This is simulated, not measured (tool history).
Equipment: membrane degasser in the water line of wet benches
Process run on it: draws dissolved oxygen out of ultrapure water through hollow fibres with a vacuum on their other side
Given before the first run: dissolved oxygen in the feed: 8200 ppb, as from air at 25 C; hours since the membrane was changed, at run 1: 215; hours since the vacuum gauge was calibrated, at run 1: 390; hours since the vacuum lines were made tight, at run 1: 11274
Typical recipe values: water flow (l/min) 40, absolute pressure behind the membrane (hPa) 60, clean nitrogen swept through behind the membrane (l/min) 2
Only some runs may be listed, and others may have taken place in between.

run     day  water flow (l/min)  absolute pressure behind the membrane (hPa)  clean nitrogen swept through behind the membrane (l/min)  hours since the membrane was changed  hours since the vacuum gauge was calibrated  hours since the vacuum lines were made tight  dissolved oxygen in the water behind the degasser (ppb)  pressure that the water loses in the fibres (hPa)
  1       0                  40                                           60                                                         2                                   215                                          390                                         11274                                                    146.9                                              570.5
  2   2.883                  40                                           60                                                         2                                   284                                          459                                         11343                                                    147.9                                              568.5
  3   5.171                  40                                           60                                                         2                                   339                                          514                                         11398                                                    146.9                                              568.6
  4   7.192                  40                                           60                                                         2                                   388                                          563                                         11447                                                    146.9                                              569.1
  5   9.762                  40                                        134.1                                                         2                                   449                                          624                                         11508                                                    464.7                                              568.6
  6    14.4                  40                                           60                                                      3.93                                   561                                          736                                         11620                                                     92.4                                              570.7
  7  17.067                  40                                         55.8                                                         2                                   625                                          800                                         11684                                                    129.5                                              570.4
  8  19.783                  40                                         55.8                                                         2                                   690                                          865                                         11749                                                    130.8                                              571.3
  9  22.296                  40                                         55.8                                                         2                                   750                                          925                                         11809                                                    134.4                                              572.5
 10  26.783                  40                                         55.8                                                         2                                   858                                         1033                                         11917                                                    125.7                                              572.2
 11  30.925                  40                                         55.8                                                         2                                   957                                         1132                                         12016                                                      131                                              572.4
 12  34.704                  40                                         96.4                                                         2                                  1048                                         1223                                         12107                                                    306.3                                              571.3
 13  37.862                  41                                         96.4                                                         2                                  1124                                         1299                                         12183                                                    308.9                                                585
 14  41.579                  41                                         96.4                                                         2                                  1213                                         1388                                         12272                                                    308.5                                              586.1
 15  45.562                  40                                           60                                                         2                                  1308                                         1484                                         12368                                                    149.1                                              574.8
 16  47.467                  48                                           60                                                      3.14                                  1354                                         1529                                         12413                                                    140.7                                              685.2
 17  49.667                  39                                         97.7                                                      1.03                                  1407                                         1582                                         12466                                                    504.4                                              553.6
 18  52.908                  43                                         95.3                                                      1.03                                  1485                                         1660                                         12544                                                    527.1                                              616.5
 19  54.975                  26                                         36.1                                                         2                                  1534                                         1710                                         12593                                                     18.7                                                373
 20  58.804                  26                                         36.1                                                         2                                  1626                                         1801                                         12685                                                     19.3                                              371.1

Estimate the outcome of run 21 from the log above:
 21   61                  58                                         58.6                                                      1.36                                  1679                                         1854                                         12738                                                        ?                                                  ?

Run 21 came out at dissolved oxygen in the water behind the degasser (ppb) 292.3, pressure that the water loses in the fibres (hPa) 825.2.
Without the tool's hidden state the same run would have given dissolved oxygen in the water behind the degasser (ppb) 287.1, pressure that the water loses in the fibres (hPa) 820.4.

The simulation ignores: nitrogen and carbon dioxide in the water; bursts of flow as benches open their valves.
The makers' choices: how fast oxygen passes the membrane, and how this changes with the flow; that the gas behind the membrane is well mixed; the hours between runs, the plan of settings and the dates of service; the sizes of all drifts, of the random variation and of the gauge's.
